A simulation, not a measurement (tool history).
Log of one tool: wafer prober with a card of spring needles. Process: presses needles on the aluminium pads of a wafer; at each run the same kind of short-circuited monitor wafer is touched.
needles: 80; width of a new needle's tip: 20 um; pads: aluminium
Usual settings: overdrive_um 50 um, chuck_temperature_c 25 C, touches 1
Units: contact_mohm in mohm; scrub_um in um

run 1 hour=0 | overdrive_um=50 chuck_temperature_c=25 touches=1 | contact_mohm=402 scrub_um=11.57
-- hour=1.8 tips cleaned on abrasive film
-- hour=5.4 tips cleaned on abrasive film
-- hour=9.8 tips cleaned on abrasive film
-- hour=13.3 tips cleaned on abrasive film
-- hour=17.7 tips cleaned on abrasive film
-- hour=21.3 tips cleaned on abrasive film
-- hour=25.7 tips cleaned on abrasive film
-- hour=30.1 tips cleaned on abrasive film
-- hour=34.5 tips cleaned on abrasive film
-- hour=38.9 tips cleaned on abrasive film
run 2 hour=40.7 | overdrive_um=50 chuck_temperature_c=25 touches=1 | contact_mohm=444 scrub_um=11.16
-- hour=42.5 tips cleaned on abrasive film
-- hour=46.9 tips cleaned on abrasive film
-- hour=51.3 tips cleaned on abrasive film
-- hour=55.7 tips cleaned on abrasive film
-- hour=60.1 tips cleaned on abrasive film
run 3 hour=62.3 | overdrive_um=50 chuck_temperature_c=112 touches=1 | contact_mohm=494 scrub_um=11.14
-- hour=64.2 tips cleaned on abrasive film
-- hour=68.6 tips cleaned on abrasive film
-- hour=73 tips cleaned on abrasive film
-- hour=77.4 tips cleaned on abrasive film
-- hour=81.8 tips cleaned on abrasive film
-- hour=86.2 tips cleaned on abrasive film
run 4 hour=88.8 | overdrive_um=50 chuck_temperature_c=88 touches=1 | contact_mohm=539 scrub_um=10.95
-- hour=89.7 tips cleaned on abrasive film
-- hour=94.1 tips cleaned on abrasive film
-- hour=98.6 tips cleaned on abrasive film
-- hour=103 tips cleaned on abrasive film
-- hour=106.5 tips cleaned on abrasive film
-- hour=110.9 tips cleaned on abrasive film
-- hour=115.3 tips cleaned on abrasive film
-- hour=119.7 tips cleaned on abrasive film
-- hour=123.7 tips cleaned on abrasive film
run 5 hour=123.7 | overdrive_um=50 chuck_temperature_c=88 touches=1 | contact_mohm=308 scrub_um=10.91
-- hour=128.1 tips cleaned on abrasive film
-- hour=132.5 tips cleaned on abrasive film
-- hour=136.9 tips cleaned on abrasive film
-- hour=137.9 tips cleaned on abrasive film, once more
-- hour=142.3 tips cleaned on abrasive film
-- hour=146.7 tips cleaned on abrasive film
-- hour=151.1 tips cleaned on abrasive film
-- hour=151.4 height of the first contact set anew
-- hour=155.8 tips cleaned on abrasive film
-- hour=160.2 tips cleaned on abrasive film
-- hour=163.8 tips cleaned on abrasive film
run 6 hour=166.2 | overdrive_um=50 chuck_temperature_c=88 touches=1 | contact_mohm=485 scrub_um=11.75
-- hour=168 tips cleaned on abrasive film
-- hour=172.4 tips cleaned on abrasive film
-- hour=176.8 tips cleaned on abrasive film
-- hour=181.2 tips cleaned on abrasive film
-- hour=185.6 tips cleaned on abrasive film
-- hour=190.1 tips cleaned on abrasive film
-- hour=194.5 tips cleaned on abrasive film
-- hour=198.9 tips cleaned on abrasive film
-- hour=203.3 tips cleaned on abrasive film
run 7 hour=203.3 | overdrive_um=50 chuck_temperature_c=25 touches=1 | contact_mohm=293 scrub_um=11.56
-- hour=206.8 tips cleaned on abrasive film
-- hour=211.2 tips cleaned on abrasive film
-- hour=214.8 tips cleaned on abrasive film
-- hour=219.2 tips cleaned on abrasive film
-- hour=223.6 tips cleaned on abrasive film
-- hour=228 tips cleaned on abrasive film
run 8 hour=231.1 | overdrive_um=50 chuck_temperature_c=25 touches=1 | contact_mohm=539 scrub_um=11.43
-- hour=232 tips cleaned on abrasive film
-- hour=236.4 tips cleaned on abrasive film
-- hour=240.8 tips cleaned on abrasive film
-- hour=245.2 tips cleaned on abrasive film
-- hour=249.6 tips cleaned on abrasive film
-- hour=254.1 tips cleaned on abrasive film
-- hour=258.4 tips cleaned on abrasive film
run 9 hour=258.4 | overdrive_um=50 chuck_temperature_c=25 touches=1 | contact_mohm=301 scrub_um=11.34
-- hour=262.8 tips cleaned on abrasive film
-- hour=267.2 tips cleaned on abrasive film
-- hour=271.6 tips cleaned on abrasive film
-- hour=276 tips cleaned on abrasive film
-- hour=280.4 tips cleaned on abrasive film
-- hour=284.8 tips cleaned on abrasive film
-- hour=289.2 tips cleaned on abrasive film
-- hour=293.6 tips cleaned on abrasive film
-- hour=298 tips cleaned on abrasive film
-- hour=302.4 tips cleaned on abrasive film
run 10 hour=303.5 | overdrive_um=50 chuck_temperature_c=25 touches=1 | contact_mohm=396 scrub_um=11.11
-- hour=306.2 tips cleaned on abrasive film
-- hour=310.6 tips cleaned on abrasive film
-- hour=314.1 tips cleaned on abrasive film
-- hour=318.5 tips cleaned on abrasive film
-- hour=322.9 tips cleaned on abrasive film
-- hour=327.3 tips cleaned on abrasive film
-- hour=331.7 tips cleaned on abrasive film
-- hour=335.3 tips cleaned on abrasive film
-- hour=339.7 tips cleaned on abrasive film
-- hour=344.1 tips cleaned on abrasive film
-- hour=348.5 tips cleaned on abrasive film
run 11 hour=350.2 | overdrive_um=50 chuck_temperature_c=53 touches=1 | contact_mohm=477 scrub_um=11
-- hour=352.2 tips cleaned on abrasive film
-- hour=355.8 tips cleaned on abrasive film
-- hour=356.9 height of the first contact set anew
-- hour=360.5 tips cleaned on abrasive film
-- hour=364.9 tips cleaned on abrasive film
-- hour=369.3 tips cleaned on abrasive film
-- hour=373.7 tips cleaned on abrasive film
-- hour=378.1 tips cleaned on abrasive film
run 12 hour=381.4 | overdrive_um=41 chuck_temperature_c=40 touches=2 | contact_mohm=564 scrub_um=9.57
-- hour=382.3 tips cleaned on abrasive film
-- hour=386.7 tips cleaned on abrasive film
-- hour=391.1 tips cleaned on abrasive film
-- hour=395.5 tips cleaned on abrasive film
-- hour=400 tips cleaned on abrasive film
-- hour=404.4 tips cleaned on abrasive film
-- hour=408.8 tips cleaned on abrasive film
-- hour=412.6 tips cleaned on abrasive film
run 13 hour=412.6 | overdrive_um=41 chuck_temperature_c=40 touches=2 | contact_mohm=284 scrub_um=9.33
-- hour=417 tips cleaned on abrasive film
-- hour=420.5 tips cleaned on abrasive film
-- hour=424.9 tips cleaned on abrasive film
-- hour=429.3 tips cleaned on abrasive film
-- hour=433.8 tips cleaned on abrasive film
-- hour=438.2 tips cleaned on abrasive film
-- hour=442.6 tips cleaned on abrasive film
-- hour=446.1 tips cleaned on abrasive film
-- hour=450.5 tips cleaned on abrasive film
-- hour=454.1 tips cleaned on abrasive film
-- hour=458.5 tips cleaned on abrasive film
run 14 hour=459.4 | overdrive_um=43 chuck_temperature_c=35 touches=1 | contact_mohm=448 scrub_um=9.61
-- hour=462.1 tips cleaned on abrasive film
-- hour=466.6 tips cleaned on abrasive film
-- hour=471 tips cleaned on abrasive film
-- hour=474.5 tips cleaned on abrasive film
-- hour=478.9 tips cleaned on abrasive film
run 15 hour=479.9 | overdrive_um=43 chuck_temperature_c=64 touches=1 | contact_mohm=489 scrub_um=9.55
-- hour=482.6 tips cleaned on abrasive film
-- hour=487 tips cleaned on abrasive film
-- hour=491.4 tips cleaned on abrasive film
-- hour=495 tips cleaned on abrasive film
-- hour=499.4 tips cleaned on abrasive film
-- hour=503.8 tips cleaned on abrasive film
-- hour=508.2 tips cleaned on abrasive film
-- hour=512.6 tips cleaned on abrasive film
-- hour=517 tips cleaned on abrasive film
-- hour=521.4 tips cleaned on abrasive film
run 16 hour=522.6 | overdrive_um=43 chuck_temperature_c=64 touches=1 | contact_mohm=482 scrub_um=9.51
-- hour=525.3 tips cleaned on abrasive film
-- hour=529.7 tips cleaned on abrasive film
-- hour=534.1 tips cleaned on abrasive film
-- hour=538.5 tips cleaned on abrasive film
-- hour=542.9 tips cleaned on abrasive film
-- hour=547.4 tips cleaned on abrasive film
-- hour=550.9 tips cleaned on abrasive film
-- hour=555.3 tips cleaned on abrasive film
-- hour=559.7 tips cleaned on abrasive film
run 17 hour=560.9 | overdrive_um=50 chuck_temperature_c=64 touches=1 | contact_mohm=457 scrub_um=10.93

The next listed run, before its measurement:
-- hour=562.1 height of the first contact set anew
-- hour=563.9 tips cleaned on abrasive film
-- hour=568.3 tips cleaned on abrasive film
-- hour=572.7 tips cleaned on abrasive film
-- hour=577.1 tips cleaned on abrasive film
-- hour=581.6 tips cleaned on abrasive film
run 18 hour=582.9 | overdrive_um=46 chuck_temperature_c=25 touches=3 | contact_mohm=? scrub_um=?

{"run 18": {"contact_mohm": 343, "scrub_um": 10.79}}
Without the tool's hidden state the same run would have given contact_mohm 252 mohm, scrub_um 10.87 um.
